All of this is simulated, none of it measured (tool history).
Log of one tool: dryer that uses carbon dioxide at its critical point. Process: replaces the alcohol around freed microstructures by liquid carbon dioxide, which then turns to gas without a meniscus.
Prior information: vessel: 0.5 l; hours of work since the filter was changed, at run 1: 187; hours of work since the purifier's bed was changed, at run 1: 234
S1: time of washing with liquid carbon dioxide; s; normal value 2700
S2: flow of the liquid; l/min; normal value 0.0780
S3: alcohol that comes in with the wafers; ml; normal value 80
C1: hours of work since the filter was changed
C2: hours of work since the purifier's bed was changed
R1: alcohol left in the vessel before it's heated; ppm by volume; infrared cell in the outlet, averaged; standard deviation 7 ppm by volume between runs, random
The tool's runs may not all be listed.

run,day,S1,S2,S3,C1,C2,R1
1,0.000,2700,0.0780,80,187,234,531
2,0.429,2700,0.0780,80,192,239,566
3,0.792,2700,0.0780,80,195,243,563
4,1.046,2700,0.0780,80,198,245,562
5,1.288,2700,0.0780,80,201,248,547
6,1.538,2700,0.0780,98,203,251,669
7,1.917,2700,0.0780,98,207,255,689
8,2.338,2700,0.0780,98,212,259,674
9,2.862,2700,0.0780,98,217,265,681
10,3.133,2700,0.0780,80,220,268,602
11,3.433,2700,0.0780,35,223,271,297
12,3.721,2700,0.0780,35,227,274,302
13,4.058,2700,0.0780,35,230,277,302
14,4.500,2700,0.0780,22,235,282,225
15,4.971,2700,0.0780,22,240,287,236
16,5.504,2700,0.0780,80,245,293,618
17,6.108,2700,0.0780,80,252,299,632
18,6.683,2700,0.0780,80,258,305,636
19,6.958,2700,0.0780,80,261,308,612
20,7.408,2700,0.0780,74,266,313,598
21,7.900,2700,0.0780,74,271,318,616
22,8.296,2700,0.0780,74,275,322,609
23,8.608,2700,0.0780,74,278,326,631
24,8.854,2700,0.0780,67,281,328,564
25,9.350,2700,0.0780,67,286,334,585
26,9.596,2100,0.0780,113,289,336,3049
27,9.862,2700,0.0692,21,292,339,397
28,10.304,2100,0.0663,61,296,344,3222
29,10.717,2700,0.0615,80,301,348,2178
30,11.162,2700,0.0868,80,306,353,418
31,11.500,2700,0.0868,80,309,356,417
32,11.962,2700,0.0716,21,314,361,369
33,12.400,2160,0.0924,80,319,366,879
34,12.888,2520,0.0780,49,324,371,665
35,13.408,3900,0.0680,22,329,377,164
36,13.754,3600,0.0780,52,333,380,177
37,14.312,3600,0.0780,52,339,386,170
38,14.842,3060,0.1020,57,345,392,144
39,15.192,3060,0.1020,57,348,396,142
40,15.533,2880,0.0780,47,352,399,383
41,15.833,3060,0.0711,111,355,402,922
42,16.350,3120,0.1314,37,361,408,113
43,16.938,2700,0.0610,80,367,414,2495
44,17.425,4260,0.0564,47,372,419,331
45,17.683,2220,0.0780,80,375,422,1927
46,18.046,2940,0.0780,26,379,426,264

A few steps of R1 between consecutive runs. Split each: what settings, incoming material and random variation would produce without the hidden state, and what is left over for the hidden state, along with gauge scatter present in only one of the two compared results (measured, and without hidden state):
Hidden conditions of the tool in this case: flow that reaches the vessel past the clogged filter, %; alcohol in the recycled carbon dioxide, ppm; drift of the gauge itself on alcohol_ppm, %.
Run 25 -> 26: S1 2700 -> 2100, S3 67 -> 113. R1 +2464 ppm by volume: hidden state +893, all else +1571.
Run 26 -> 27: S1 2100 -> 2700, S2 0.0780 -> 0.0692, S3 113 -> 21. R1 -2652 ppm by volume: hidden state -987, all else -1665.
Run 27 -> 28: S1 2700 -> 2100, S2 0.0692 -> 0.0663, S3 21 -> 61. R1 +2825 ppm by volume: hidden state +922, all else +1903.
Run 42 -> 43: S1 3120 -> 2700, S2 0.1314 -> 0.0610, S3 37 -> 80. R1 +2382 ppm by volume: hidden state +1065, all else +1317.
Run 43 -> 44: S1 2700 -> 4260, S2 0.0610 -> 0.0564, S3 80 -> 47. R1 -2164 ppm by volume: hidden state -939, all else -1225.
